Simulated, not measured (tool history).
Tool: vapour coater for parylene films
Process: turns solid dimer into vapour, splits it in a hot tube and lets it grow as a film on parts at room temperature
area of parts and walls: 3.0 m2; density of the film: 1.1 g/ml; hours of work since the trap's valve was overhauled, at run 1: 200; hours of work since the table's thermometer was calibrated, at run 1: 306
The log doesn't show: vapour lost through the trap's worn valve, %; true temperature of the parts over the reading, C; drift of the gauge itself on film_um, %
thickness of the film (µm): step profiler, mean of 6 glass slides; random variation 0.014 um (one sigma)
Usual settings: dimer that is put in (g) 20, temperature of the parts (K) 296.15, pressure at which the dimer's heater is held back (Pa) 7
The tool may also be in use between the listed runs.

| run | day | dimer that is put in (g) | temperature of the parts (K) | pressure at which the dimer's heater is held back (Pa) | hours of work since the trap's valve was overhauled | hours of work since the table's thermometer was calibrated | thickness of the film (µm) |
|---|---|---|---|---|---|---|---|
| 1 | 0 | 20 | 296.15 | 7 | 200 | 306 | 2.59 |
| 2 | 0.85 | 20 | 296.15 | 7 | 215 | 322 | 2.58 |
| 3 | 1.388 | 20 | 296.15 | 7 | 225 | 332 | 2.59 |
| 4 | 2.071 | 20 | 298.15 | 7 | 238 | 344 | 2.48 |
| 5 | 2.683 | 26 | 296.15 | 7 | 249 | 356 | 3.34 |
| 6 | 3.442 | 26 | 296.15 | 7 | 263 | 370 | 3.34 |
| 7 | 4.142 | 20 | 296.15 | 7 | 276 | 383 | 2.58 |
| 8 | 4.571 | 20 | 296.15 | 7 | 284 | 391 | 2.55 |
| 9 | 5.092 | 20 | 296.15 | 7 | 293 | 400 | 2.57 |
| 10 | 5.942 | 20 | 301.15 | 7 | 309 | 416 | 2.34 |
| 11 | 6.475 | 20 | 301.15 | 7 | 319 | 426 | 2.35 |
| 12 | 7.017 | 20 | 301.15 | 7 | 329 | 436 | 2.32 |
| 13 | 7.529 | 20 | 301.15 | 7 | 338 | 445 | 2.32 |
| 14 | 8.292 | 20 | 289.15 | 7 | 352 | 459 | 2.84 |
| 15 | 8.667 | 20 | 294.15 | 7 | 359 | 466 | 2.62 |
| 16 | 9.442 | 20 | 294.15 | 7 | 373 | 480 | 2.61 |
| 17 | 10.125 | 20 | 294.15 | 7 | 386 | 493 | 2.6 |
| 18 | 10.575 | 20 | 294.15 | 8.03 | 394 | 501 | 2.53 |
| 19 | 11.104 | 20 | 296.15 | 6.16 | 404 | 511 | 2.55 |
| 20 | 11.75 | 20 | 296.15 | 6.16 | 416 | 523 | 2.56 |
| 21 | 12.596 | 20 | 296.15 | 6.16 | 431 | 538 | 2.54 |
| 22 | 13.2 | 20 | 293.15 | 7 | 443 | 549 | 2.59 |
| 23 | 13.725 | 20 | 296.15 | 7 | 452 | 559 | 2.46 |
| 24 | 14.221 | 19 | 301.15 | 5.18 | 461 | 568 | 2.32 |
| 25 | 14.825 | 19 | 301.15 | 5.18 | 472 | 579 | 2.28 |
| 26 | 15.667 | 32 | 288.15 | 5.88 | 488 | 595 | 4.66 |
| 27 | 16.258 | 32 | 288.15 | 5.88 | 499 | 606 | 4.66 |
| 28 | 16.812 | 16 | 297.15 | 4.04 | 509 | 616 | 2.15 |
| 29 | 17.596 | 24 | 304.15 | 3.21 | 523 | 630 | 3.01 |
| 30 | 18.158 | 24 | 302.15 | 3.98 | 534 | 641 | 2.98 |
| 31 | 18.938 | 24 | 302.15 | 3.98 | 548 | 655 | 2.97 |
|  | 19.4 | trap's valve overhauled |
| 32 | 19.7 | 10 | 291.15 | 2.94 | 6 | 666 | 1.79 |
| 33 | 20.479 | 10 | 291.15 | 9.98 | 20 | 680 | 1.35 |
| 34 | 21.342 | 10 | 291.15 | 9.98 | 36 | 696 | 1.37 |
| 35 | 21.954 | 20 | 298.15 | 7 | 47 | 707 | 2.6 |
| 36 | 22.667 | 20 | 292.15 | 11.95 | 60 | 720 | 2.58 |
| 37 | 23.162 | 19 | 296.15 | 7.11 | 69 | 730 | 2.53 |

The next listed run, before its measurement:
| 38 | 23.754 | 20 | 292.15 | 3.18 | 80 | 740 | ? |

{"run 38": {"thickness of the film (µm)": 3.34}}
Without the tool's hidden state the same run would have given thickness of the film (µm) 3.42.
